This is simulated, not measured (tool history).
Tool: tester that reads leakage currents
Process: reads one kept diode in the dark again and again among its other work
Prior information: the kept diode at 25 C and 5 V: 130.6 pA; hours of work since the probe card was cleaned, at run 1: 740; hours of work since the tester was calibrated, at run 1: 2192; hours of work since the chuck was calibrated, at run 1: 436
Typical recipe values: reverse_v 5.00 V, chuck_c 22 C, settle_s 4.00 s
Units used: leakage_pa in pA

run	hour	reverse_v	chuck_c	settle_s	hours of work since the probe card was cleaned	hours of work since the tester was calibrated	hours of work since the chuck was calibrated	leakage_pa
1	0.0	5.00	22	4.00	740	2192	436	107.59
2	67.9	5.00	22	4.00	784	2236	480	108.27
3	162.2	5.00	22	4.00	845	2298	542	108.74
4	216.2	5.00	22	2.94	881	2333	577	110.68
5	276.3	5.00	22	2.94	920	2372	616	110.33
6	320.6	5.00	22	2.94	949	2401	645	110.99
7	399.1	5.00	22	2.94	1000	2452	696	111.30
8	486.7	1.98	22	4.00	1057	2509	753	65.11
# hour 535.5: chuck's temperature calibrated
9	579.2	1.98	22	4.00	1115	2568	28	58.90
10	668.1	5.00	22	4.00	1173	2626	86	102.17
11	713.5	5.00	22	4.00	1203	2655	116	103.21
12	812.8	5.00	22	4.00	1267	2720	180	103.75
13	893.4	5.00	22	4.00	1320	2772	233	104.99
# hour 936.0: probe card cleaned and baked
14	939.0	1.36	22	2.14	2	2800	261	48.27
15	998.6	1.36	22	2.14	41	2839	299	48.56
16	1056.6	1.36	22	2.14	78	2876	337	49.01
17	1158.6	3.45	51	4.00	145	2943	403	903.14
18	1242.4	1.73	56	0.68	199	2997	458	879.46
19	1322.9	1.73	31	0.54	252	3050	510	126.27
20	1422.4	15.16	23	0.54	316	3114	575	232.73
21	1493.8	5.00	46	1.39	363	3161	622	795.45
22	1538.9	5.00	30	4.00	392	3190	651	221.10
23	1626.7	5.00	23	6.45	449	3247	708	121.71
24	1716.8	5.00	32	2.05	508	3306	767	264.01
# hour 1744.3: chuck's temperature calibrated
25	1774.3	5.00	32	2.05	544	3342	20	240.32
26	1836.2	9.30	28	2.05	584	3382	60	248.53

Entry by entry between the runs, the difference in hidden state between the last listed run before and the first listed run after:
Runs 8 to 9: chuck's temperature calibrated (hour 535.5)
  stray current of the dirty probe card, pA a volt: 0.219 -> 0.23; current scale over the true one, %: 0.89 -> 0.91; true chuck temperature over the reading, C: 1.08 -> -0.08
  difference, measured minus the result without the unlogged condition, leakage_pa: +6.87 -> +0.55 pA
Runs 13 to 14: probe card cleaned and baked (hour 936.0)
  stray current of the dirty probe card, pA a volt: 0.269 -> 0.021; current scale over the true one, %: 0.97 -> 0.98; true chuck temperature over the reading, C: 0.23 -> 0.27
  difference, measured minus the result without the unlogged condition, leakage_pa: +4.35 -> +1.61 pA
Runs 24 to 25: chuck's temperature calibrated (hour 1744.3)
  stray current of the dirty probe card, pA a volt: 0.116 -> 0.122; current scale over the true one, %: 1.14 -> 1.15; true chuck temperature over the reading, C: 1.05 -> -0.11
  difference, measured minus the result without the unlogged condition, leakage_pa: +25.24 -> +1.12 pA

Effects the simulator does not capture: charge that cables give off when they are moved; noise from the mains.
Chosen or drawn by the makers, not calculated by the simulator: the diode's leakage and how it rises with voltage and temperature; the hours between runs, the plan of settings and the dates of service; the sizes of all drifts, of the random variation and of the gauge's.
